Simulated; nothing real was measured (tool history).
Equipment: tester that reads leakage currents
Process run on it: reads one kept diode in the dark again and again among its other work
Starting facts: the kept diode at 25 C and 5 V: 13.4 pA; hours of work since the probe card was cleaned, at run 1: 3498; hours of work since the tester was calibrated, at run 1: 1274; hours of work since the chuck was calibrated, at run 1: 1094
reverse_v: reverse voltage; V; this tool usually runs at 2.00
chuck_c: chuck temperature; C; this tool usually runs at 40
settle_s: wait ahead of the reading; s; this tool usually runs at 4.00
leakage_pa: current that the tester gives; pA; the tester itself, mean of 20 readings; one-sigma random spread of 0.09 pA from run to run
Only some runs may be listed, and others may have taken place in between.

| run | hour | reverse_v | chuck_c | settle_s | hours of work since the probe card was cleaned | hours of work since the tester was calibrated | hours of work since the chuck was calibrated | leakage_pa |
|---|---|---|---|---|---|---|---|---|
| 1 | 0.0 | 2.00 | 40 | 4.00 | 3498 | 1274 | 1094 | 29.06 |
| 2 | 122.4 | 2.00 | 40 | 0.58 | 3585 | 1361 | 1181 | 29.80 |
|  | 143.5 | chuck's temperature calibrated |
|  | 184.3 | probe card cleaned and baked |
| 3 | 324.8 | 2.00 | 40 | 0.58 | 100 | 1502 | 127 | 25.42 |
| 4 | 522.8 | 2.00 | 40 | 0.58 | 241 | 1643 | 268 | 25.76 |
| 5 | 626.2 | 2.00 | 40 | 0.58 | 315 | 1717 | 342 | 25.88 |
| 6 | 744.8 | 2.00 | 40 | 4.00 | 399 | 1801 | 426 | 25.66 |
| 7 | 848.5 | 2.00 | 40 | 4.00 | 473 | 1875 | 500 | 25.70 |
| 8 | 956.6 | 2.00 | 40 | 4.00 | 550 | 1952 | 577 | 25.79 |
| 9 | 1090.0 | 2.00 | 40 | 4.00 | 646 | 2047 | 673 | 25.91 |
| 10 | 1289.3 | 3.97 | 40 | 3.77 | 788 | 2189 | 815 | 37.82 |
| 11 | 1383.4 | 8.52 | 24 | 4.00 | 855 | 2256 | 882 | 20.58 |
| 12 | 1585.4 | 8.52 | 24 | 4.00 | 999 | 2400 | 1026 | 21.07 |
| 13 | 1749.2 | 17.31 | 40 | 4.00 | 1115 | 2517 | 1142 | 87.11 |
|  | 1826.1 | chuck's temperature calibrated |
| 14 | 1932.8 | 12.11 | 30 | 2.18 | 1245 | 2647 | 76 | 38.18 |
| 15 | 2137.9 | 12.11 | 30 | 2.18 | 1391 | 2793 | 222 | 39.27 |
| 16 | 2266.6 | 12.23 | 58 | 1.04 | 1483 | 2884 | 314 | 214.31 |
| 17 | 2352.0 | 7.64 | 36 | 2.54 | 1544 | 2945 | 375 | 43.62 |

The logged runs with the hidden state left out (each run's random variation unchanged):
Hidden state present: stray current of the dirty probe card, pA a volt; current scale over the true one, %; true chuck temperature over the reading, C; drift of the gauge itself on leakage_pa, %.
| run | leakage_pa |
|---|---|
| 1 | 24.69 |
| 2 | 25.25 |
| 3 | 25.16 |
| 4 | 25.26 |
| 5 | 25.24 |
| 6 | 24.88 |
| 7 | 24.78 |
| 8 | 24.72 |
| 9 | 24.67 |
| 10 | 35.30 |
| 11 | 16.93 |
| 12 | 16.87 |
| 13 | 75.65 |
| 14 | 31.62 |
| 15 | 31.79 |
| 16 | 202.00 |
| 17 | 37.77 |
